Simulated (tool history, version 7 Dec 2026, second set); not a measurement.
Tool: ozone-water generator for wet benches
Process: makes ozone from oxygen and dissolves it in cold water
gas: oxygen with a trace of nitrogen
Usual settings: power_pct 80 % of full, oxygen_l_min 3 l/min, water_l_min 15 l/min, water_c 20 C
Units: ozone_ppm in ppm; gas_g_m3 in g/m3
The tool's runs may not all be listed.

| run | hour | power_pct | oxygen_l_min | water_l_min | water_c | ozone_ppm | gas_g_m3 |
|---|---|---|---|---|---|---|---|
| 1 | 0 | 80 | 3 | 15 | 20 | 17.4 | 222.4 |
| 2 | 40.9 | 80 | 2.58 | 15 | 20 | 16.5 | 233.1 |
| 3 | 84.9 | 80 | 3 | 16 | 20 | 16.7 | 225 |
| 4 | 133.2 | 80 | 3 | 15 | 20 | 17.4 | 224 |
| 5 | 157.3 | 80 | 3 | 15 | 20 | 17.4 | 224.3 |
| 6 | 195.5 | 80 | 3 | 15 | 20 | 17.2 | 224.1 |
| 7 | 221.5 | 80 | 3 | 15 | 20 | 17.1 | 222.6 |
| 8 | 255.3 | 80 | 3 | 15 | 20 | 17.3 | 220.8 |
| 9 | 287.1 | 80 | 3 | 15 | 20 | 17.4 | 223 |
| 10 | 331 | 80 | 3 | 15 | 20 | 17.4 | 222.6 |
| 11 | 370.4 | 80 | 3 | 15 | 20 | 17.5 | 219.2 |
| 12 | 407.4 | 80 | 3 | 15 | 20 | 17.2 | 222.3 |
| 13 | 445.6 | 80 | 3 | 15 | 20 | 17.4 | 222.2 |
| 14 | 474.7 | 80 | 3 | 15 | 20 | 17.2 | 222 |
| 15 | 527.4 | 60 | 3 | 15 | 20 | 14.1 | 181.5 |
| 16 | 578.5 | 60 | 3 | 15 | 23 | 13.6 | 179.2 |
| 17 | 626.5 | 60 | 3 | 15 | 23 | 13.6 | 177.5 |
| 18 | 661.8 | 60 | 3.73 | 15 | 23 | 14.4 | 167.6 |
| 19 | 709.2 | 47 | 3.3 | 10 | 23 | 15.7 | 146 |
| 20 | 733.7 | 90 | 2.48 | 15 | 18 | 17.9 | 253.4 |
| 21 | 766.7 | 63 | 3 | 22 | 20 | 10.1 | 184.9 |
| 22 | 817.8 | 63 | 3.3 | 10 | 16 | 21.9 | 178.4 |
| 23 | 861.4 | 63 | 3.3 | 10 | 16 | 22.2 | 179.3 |
| 24 | 909.5 | 66 | 3.48 | 15 | 28 | 13.9 | 181.5 |
| 25 | 934.9 | 66 | 3.48 | 15 | 28 | 13.9 | 183.7 |
| 26 | 956.5 | 66 | 3.48 | 15 | 28 | 13.9 | 182.8 |
| 27 | 997.3 | 66 | 3.48 | 15 | 28 | 14 | 182.7 |
| 28 | 1036.1 | 66 | 3.48 | 15 | 28 | 14.1 | 181.1 |
|  | 1043.7 | gauge calibrated |
| 29 | 1068.1 | 80 | 3 | 11 | 20 | 22.3 | 222.4 |
| 30 | 1102.4 | 80 | 3.53 | 11 | 16 | 24.5 | 213.8 |
| 31 | 1147.3 | 65 | 1.9 | 15 | 20 | 12.8 | 223.9 |
| 32 | 1188.5 | 80 | 3.56 | 10 | 20 | 24.8 | 210.5 |
| 33 | 1235.5 | 90 | 3.92 | 16 | 23 | 18.3 | 221.4 |

Hidden state or all else? Some run-to-run changes of gas_g_m3, split into what the settings, what came in and random variation would give without the hidden state, and what is left for the hidden state (with any gauge scatter that isn't in both results):
The hidden state here: yield of the discharge, % of new electrodes'; contactor's efficiency, % of a clean one's; true water temperature over the reading, C; drift of the gauge itself on ozone_ppm, %; drift of the gauge itself on gas_g_m3, %.
Run 19 -> 20: power_pct 47 -> 90, oxygen_l_min 3.3 -> 2.48, water_l_min 10 -> 15, water_c 23 -> 18. gas_g_m3 +107.4 g/m3: hidden state -2.4, all else +109.8.
Run 20 -> 21: power_pct 90 -> 63, oxygen_l_min 2.48 -> 3, water_l_min 15 -> 22, water_c 18 -> 20. gas_g_m3 -68.5 g/m3: hidden state +1.3, all else -69.8.
Run 28 -> 29: power_pct 66 -> 80, oxygen_l_min 3.48 -> 3, water_l_min 15 -> 11, water_c 28 -> 20, gauge calibrated. gas_g_m3 +41.3 g/m3: hidden state +5.4, all else +35.9.
